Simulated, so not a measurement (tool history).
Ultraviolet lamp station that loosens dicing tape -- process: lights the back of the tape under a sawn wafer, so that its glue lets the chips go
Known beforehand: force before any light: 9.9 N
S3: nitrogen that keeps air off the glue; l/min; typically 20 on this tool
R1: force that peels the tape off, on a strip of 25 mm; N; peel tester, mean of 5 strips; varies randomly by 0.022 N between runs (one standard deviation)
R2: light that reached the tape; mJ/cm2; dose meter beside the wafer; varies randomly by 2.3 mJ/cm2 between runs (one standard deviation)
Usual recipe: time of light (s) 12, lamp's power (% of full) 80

Run 1, hour 0.0: usual settings. Result: R1 1.319 N, R2 208 mJ/cm2.
Run 2, hour 24.5: usual settings. Result: R1 1.331 N, R2 209 mJ/cm2.
Run 3, hour 50.8: usual settings. Result: R1 1.338 N, R2 205 mJ/cm2.
Run 4, hour 66.4: usual settings. Result: R1 1.406 N, R2 209 mJ/cm2.
Run 5, hour 89.1: usual settings. Result: R1 1.368 N, R2 202 mJ/cm2.
Run 6, hour 106.5: usual settings. Result: R1 1.398 N, R2 200 mJ/cm2.
Run 7, hour 118.7: usual settings. Result: R1 1.450 N, R2 199 mJ/cm2.
Run 8, hour 140.9: usual settings but lamp's power (% of full) 72. Result: R1 1.776 N, R2 175 mJ/cm2.
Run 9, hour 155.1: usual settings. Result: R1 1.469 N, R2 193 mJ/cm2.
Run 10, hour 173.4: usual settings. Result: R1 1.582 N, R2 193 mJ/cm2.
Run 11, hour 189.4: usual settings. Result: R1 1.524 N, R2 197 mJ/cm2.
Run 12, hour 216.3: usual settings but lamp's power (% of full) 64, S3 23 l/min. Result: R1 2.180 N, R2 154 mJ/cm2.
Run 13, hour 242.5: usual settings but lamp's power (% of full) 64, S3 23 l/min. Result: R1 2.148 N, R2 151 mJ/cm2.
Run 14, hour 269.1: usual settings but lamp's power (% of full) 64, S3 23 l/min. Result: R1 2.189 N, R2 148 mJ/cm2.
Run 15, hour 295.8: usual settings but time of light (s) 24, lamp's power (% of full) 64, S3 37 l/min. Result: R1 0.489 N, R2 300 mJ/cm2.
Run 16, hour 313.6: usual settings but time of light (s) 24, lamp's power (% of full) 92, S3 11 l/min. Result: R1 0.378 N, R2 420 mJ/cm2.
Run 17, hour 336.1: usual settings but lamp's power (% of full) 71, S3 35 l/min. Result: R1 1.805 N, R2 158 mJ/cm2.
Run 18, hour 363.6: usual settings but lamp's power (% of full) 71, S3 35 l/min. Result: R1 1.821 N, R2 159 mJ/cm2.
Run 19, hour 378.6: usual settings but time of light (s) 11, lamp's power (% of full) 98, S3 23 l/min. Result: R1 1.365 N, R2 201 mJ/cm2.
Run 20, hour 397.3: usual settings but time of light (s) 11, lamp's power (% of full) 98, S3 23 l/min. Result: R1 1.355 N, R2 198 mJ/cm2.
Run 21, hour 424.9: usual settings but time of light (s) 11, lamp's power (% of full) 98, S3 23 l/min. Result: R1 1.440 N, R2 196 mJ/cm2.
Run 22, hour 437.6: usual settings but time of light (s) 11, lamp's power (% of full) 98, S3 23 l/min. Result: R1 1.425 N, R2 197 mJ/cm2.

The same runs without the tool's hidden state, with the same run-to-run variation:
Hidden conditions of the tool in this case: lamp's light, % of a new lamp's; light that the window lets through, % of a clean one's; drift of the gauge itself on peel_n, %; drift of the gauge itself on dose_mj_cm2, %.
run     R1   R2
  1  1.078  231
  2  1.067  233
  3  1.049  232
  4  1.091  237
  5  1.044  232
  6  1.049  232
  7  1.079  231
  8  1.332  206
  9  1.063  228
 10  1.127  230
 11  1.072  236
 12  1.591  187
 13  1.542  185
 14  1.544  184
 15  0.285  375
 16  0.221  532
 17  1.142  204
 18  1.129  206
 19  0.787  262
 20  0.762  260
 21  0.796  261
 22  0.782  264
